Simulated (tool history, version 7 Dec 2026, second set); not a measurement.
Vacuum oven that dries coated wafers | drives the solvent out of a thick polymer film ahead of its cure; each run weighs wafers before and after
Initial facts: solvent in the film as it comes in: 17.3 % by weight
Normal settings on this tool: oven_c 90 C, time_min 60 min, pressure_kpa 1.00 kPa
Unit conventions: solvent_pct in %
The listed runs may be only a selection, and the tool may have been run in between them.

run	hour	oven_c	time_min	pressure_kpa	solvent_pct
1	0.0	90	60	1.00	1.13
2	11.0	90	60	1.00	1.04
3	23.5	90	60	1.40	1.14
4	33.1	90	60	1.40	1.11
5	45.4	90	60	1.00	1.05
6	58.0	90	60	1.00	1.06
7	64.4	90	60	1.00	1.09
8	70.9	90	60	1.00	1.10
9	80.2	82	60	1.00	2.54
10	88.0	90	108	1.00	0.37
11	100.0	90	108	1.00	0.38
12	111.4	90	60	1.00	1.09
13	117.3	90	60	1.00	1.04
14	131.6	90	60	1.00	1.09
15	139.0	90	60	1.28	1.16
16	152.4	90	60	1.28	1.13
17	166.4	90	60	1.28	1.14
18	175.5	90	60	3.10	1.54
19	184.8	90	60	3.10	1.57
20	190.7	90	60	1.00	1.13
21	201.4	90	60	1.00	1.13
22	208.6	90	60	1.00	1.10
23	220.0	90	60	1.00	1.05
24	231.0	102	42	0.77	0.52
25	238.5	89	40	0.90	2.58

Expected results for the next run?
26	248.2	78	67	2.16	?

{"run 26": {"solvent_pct": 3.45}}
The same run, on a tool lacking any hidden state, would have yielded solvent_pct 3.21 %.
